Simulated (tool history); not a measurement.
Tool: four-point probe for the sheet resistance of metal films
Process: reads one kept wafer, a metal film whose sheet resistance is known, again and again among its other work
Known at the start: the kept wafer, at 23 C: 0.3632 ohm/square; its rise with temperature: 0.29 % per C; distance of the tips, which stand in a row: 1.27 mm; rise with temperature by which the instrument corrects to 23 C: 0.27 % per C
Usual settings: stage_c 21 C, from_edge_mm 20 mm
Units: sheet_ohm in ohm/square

run    hour  stage_c  from_edge_mm  sheet_ohm
  1       0       21            20   0.365678
  2    25.1       27            20   0.366122
  3    50.7       27            20   0.366159
  4    76.6       27            20   0.366087
  5   106.2       27            20   0.366283
  6   138.2       27            20   0.366337
  7   174.2       27            20    0.36642
  8     199       27             8   0.370552
  9     228       27             8   0.370672
 10   252.9       21            49   0.365471
 11   287.8       21            49   0.365401
 12     325       29            20   0.366465
 13   355.8       29            20   0.366656
 14   384.7       29            20   0.366738
 15   420.8       29            20   0.366801
 16   445.9       21            66   0.365366
 17   474.6       21            66   0.365483
 18     512       21            66   0.365549
 19   545.7       18            30   0.365541
 20     572       18            30   0.365667
 21   593.6       18            30    0.36565
 22   626.6       26            20    0.36675
 23   660.7       21            64   0.365704
 24   692.8       20            22    0.36627
 25   716.8       30            41   0.366447
 26   747.3       21            12   0.367888
 27   779.1       34            12   0.368817
 28   795.2       25             3   0.397948
 29   832.6       28            22   0.366927
 30   851.6       24             4   0.384897
 31   873.9       19            23   0.366409
 32   913.3       23             7    0.37235
 33   941.6       23             7   0.372405
 34   969.6       21            32   0.366242
 35   988.7       28             6   0.375091
 36  1021.2       34            29   0.367279

Not shown: 2 entries that the log had between the listed runs. Between which runs, and how does the tool's hidden state differ before and after?
Between runs 11 and 12: stage's thermometer calibrated (hour 291.9)
  inner tips' distance over the nominal, %: 0.568 -> 0.58; tips' flats over new ones', %: 25 -> 27; wafer's true temperature over the reading, C: -0.05 -> -0.06
  measured less the result without the state, sheet_ohm: +0.002187 -> +0.002229 ohm/square
Between runs 18 and 19: stage's thermometer calibrated, once more (hour 529.2)
  inner tips' distance over the nominal, %: 0.64 -> 0.65; tips' flats over new ones', %: 33 -> 34; wafer's true temperature over the reading, C: -0.09 -> -0.1
  measured less the result without the state, sheet_ohm: +0.002426 -> +0.002444 ohm/square

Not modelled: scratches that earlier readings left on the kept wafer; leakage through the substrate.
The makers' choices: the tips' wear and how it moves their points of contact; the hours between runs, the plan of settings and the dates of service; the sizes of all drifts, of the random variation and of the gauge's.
